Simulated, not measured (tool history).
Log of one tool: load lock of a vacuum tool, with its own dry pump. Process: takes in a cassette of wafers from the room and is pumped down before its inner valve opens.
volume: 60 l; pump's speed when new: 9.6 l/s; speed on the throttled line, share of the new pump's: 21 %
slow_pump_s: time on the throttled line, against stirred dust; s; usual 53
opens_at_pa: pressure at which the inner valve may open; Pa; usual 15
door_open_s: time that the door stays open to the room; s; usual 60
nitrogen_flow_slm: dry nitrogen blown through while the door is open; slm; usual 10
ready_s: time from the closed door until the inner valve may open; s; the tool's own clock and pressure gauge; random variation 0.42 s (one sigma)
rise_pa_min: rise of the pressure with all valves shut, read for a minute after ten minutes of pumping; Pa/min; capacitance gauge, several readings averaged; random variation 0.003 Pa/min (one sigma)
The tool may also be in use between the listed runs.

| run | day | slow_pump_s | opens_at_pa | door_open_s | nitrogen_flow_slm | incoming humidity of the room's air, % | ready_s | rise_pa_min |
|---|---|---|---|---|---|---|---|---|
| 1 | 0 | 53 | 15 | 60 | 10 | 46.4 | 105.8 | 0.13 |
| 2 | 17.9 | 35 | 15 | 60 | 10 | 44.5 | 92.2 | 0.145 |
| 3 | 35.279 | 53 | 15 | 165 | 10 | 47 | 105.7 | 0.17 |
| 4 | 42.942 | 53 | 15 | 60 | 10 | 42.8 | 106.8 | 0.147 |
|  | 52.646 | door's seal changed, seat wiped |
| 5 | 60.721 | 53 | 15 | 60 | 10 | 45.7 | 107.4 | 0.029 |
| 6 | 72.692 | 53 | 15 | 60 | 10 | 46.7 | 107.4 | 0.028 |
| 7 | 86.15 | 53 | 15 | 60 | 10 | 42.4 | 108.5 | 0.031 |
|  | 90.55 | dry pump taken out, an overhauled one fitted |
| 8 | 101.008 | 53 | 15 | 60 | 10 | 42.4 | 97.3 | 0.03 |
| 9 | 118.725 | 53 | 15 | 60 | 10 | 48.8 | 97.2 | 0.031 |
| 10 | 136.296 | 53 | 15 | 60 | 10 | 45.7 | 97.8 | 0.038 |
| 11 | 152.212 | 53 | 15 | 60 | 10 | 47.3 | 98.9 | 0.032 |
| 12 | 161.679 | 53 | 15 | 60 | 10 | 47.2 | 98.3 | 0.032 |
| 13 | 176.475 | 53 | 15 | 60 | 10 | 45.6 | 99 | 0.04 |
| 14 | 194.738 | 53 | 15 | 60 | 10 | 43.8 | 99.9 | 0.041 |
| 15 | 210.558 | 53 | 15 | 60 | 10 | 44.4 | 98.8 | 0.04 |
| 16 | 223.083 | 53 | 15 | 60 | 36 | 45.6 | 100.4 | 0.037 |
| 17 | 239.279 | 53 | 15 | 60 | 36 | 46.8 | 100.3 | 0.039 |
| 18 | 250.933 | 53 | 15 | 60 | 36 | 44.4 | 100.6 | 0.044 |
| 19 | 262.717 | 53 | 24 | 139 | 10 | 44.7 | 97 | 0.064 |
| 20 | 271.538 | 75 | 24 | 207 | 8 | 45.4 | 114.5 | 0.07 |
| 21 | 280.317 | 75 | 24 | 207 | 16 | 46 | 114.5 | 0.071 |
| 22 | 294.162 | 75 | 24 | 207 | 16 | 44.5 | 114.3 | 0.071 |
| 23 | 311.992 | 75 | 21 | 37 | 7 | 45.3 | 116.7 | 0.057 |
| 24 | 329.229 | 48 | 15 | 37 | 7 | 44.7 | 98.4 | 0.056 |
| 25 | 343.983 | 48 | 15 | 37 | 7 | 45.5 | 98.8 | 0.069 |
| 26 | 360.5 | 53 | 15 | 236 | 10 | 44.2 | 102.8 | 0.095 |
| 27 | 377.617 | 53 | 15 | 236 | 10 | 43.4 | 104.5 | 0.1 |
| 28 | 392.783 | 53 | 20 | 38 | 10 | 43.7 | 102.4 | 0.062 |
| 29 | 406.567 | 53 | 20 | 143 | 10 | 47.2 | 101.3 | 0.097 |
| 30 | 420.708 | 53 | 20 | 143 | 10 | 44.3 | 102.8 | 0.089 |
| 31 | 433.646 | 53 | 15 | 130 | 10 | 44.4 | 105.5 | 0.096 |
| 32 | 442.596 | 53 | 15 | 130 | 10 | 47 | 105.1 | 0.102 |
| 33 | 453.754 | 92 | 15 | 60 | 27 | 44 | 134.6 | 0.089 |
| 34 | 466.233 | 72 | 23 | 95 | 27 | 42.7 | 117 | 0.093 |
| 35 | 476.925 | 72 | 23 | 95 | 27 | 43.4 | 117.4 | 0.095 |
| 36 | 487.812 | 31 | 15 | 60 | 11 | 46.1 | 90.5 | 0.099 |

Measured less the same run without the tool's hidden state. The same run-to-run variation is in both; the gauge's scatter may not be:
The hidden state here: pump's speed, % of a new pump's; leak at the door's seal, Pa l/s; drift of the gauge itself on ready_s, %; drift of the gauge itself on rise_pa_min, %.
| run | ready_s | rise_pa_min |
|---|---|---|
| 1 | +7.9 | +0.109 |
| 2 | +9 | +0.117 |
| 3 | +8.8 | +0.121 |
| 4 | +9.1 | +0.124 |
| 5 | +9.5 | +0.002 |
| 6 | +9.9 | +0.003 |
| 7 | +10.3 | +0.004 |
| 8 | -0.1 | +0.005 |
| 9 | +0.2 | +0.007 |
| 10 | +0.6 | +0.008 |
| 11 | +0.9 | +0.009 |
| 12 | +1.2 | +0.011 |
| 13 | +1.5 | +0.012 |
| 14 | +1.8 | +0.015 |
| 15 | +2.2 | +0.017 |
| 16 | +2.4 | +0.018 |
| 17 | +2.8 | +0.022 |
| 18 | +3.1 | +0.023 |
| 19 | +3.1 | +0.025 |
| 20 | +2.9 | +0.027 |
| 21 | +3 | +0.028 |
| 22 | +3.3 | +0.031 |
| 23 | +3.7 | +0.034 |
| 24 | +5 | +0.038 |
| 25 | +5.3 | +0.041 |
| 26 | +5.7 | +0.043 |
| 27 | +6.2 | +0.047 |
| 28 | +6.3 | +0.05 |
| 29 | +6.6 | +0.053 |
| 30 | +6.9 | +0.058 |
| 31 | +7.6 | +0.06 |
| 32 | +7.8 | +0.063 |
| 33 | +6.6 | +0.065 |
| 34 | +7.2 | +0.071 |
| 35 | +7.5 | +0.074 |
| 36 | +10.1 | +0.075 |
